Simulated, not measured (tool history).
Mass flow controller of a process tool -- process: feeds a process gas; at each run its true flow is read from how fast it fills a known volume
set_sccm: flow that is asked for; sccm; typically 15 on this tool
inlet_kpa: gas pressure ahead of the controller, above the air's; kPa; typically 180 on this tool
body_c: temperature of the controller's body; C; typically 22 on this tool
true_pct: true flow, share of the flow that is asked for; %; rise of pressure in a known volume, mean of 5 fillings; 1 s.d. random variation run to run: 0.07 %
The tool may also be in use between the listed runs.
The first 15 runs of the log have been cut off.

run	hour	set_sccm	inlet_kpa	body_c	hours of work since the controller was set to zero	hours of work since the controller was changed	true_pct
16	2461.9	15	180	22	6735	6735	97.71
17	2665.0	15	180	34	6895	6895	98.66
18	2856.3	6	180	34	7046	7046	98.16
19	3004.9	6	180	34	7163	7163	98.08
20	3178.6	15	180	22	7300	7300	97.51
21	3301.2	15	180	22	7397	7397	97.42
22	3446.0	15	180	22	7511	7511	97.41
# hour 3482.4: gauge calibrated
23	3656.1	15	180	22	7677	7677	98.51
24	3799.5	15	180	22	7790	7790	98.53
25	3967.3	15	180	28	7922	7922	98.80
26	4120.9	15	197	28	8043	8043	98.79

Expected results for the next run?
27	4351.5	15	180	22	8225	8225	?

true_pct: 98.22 %
Take away the tool's hidden state, keep the run-to-run variation as it was, and the same run would have given true_pct 98.51 %.

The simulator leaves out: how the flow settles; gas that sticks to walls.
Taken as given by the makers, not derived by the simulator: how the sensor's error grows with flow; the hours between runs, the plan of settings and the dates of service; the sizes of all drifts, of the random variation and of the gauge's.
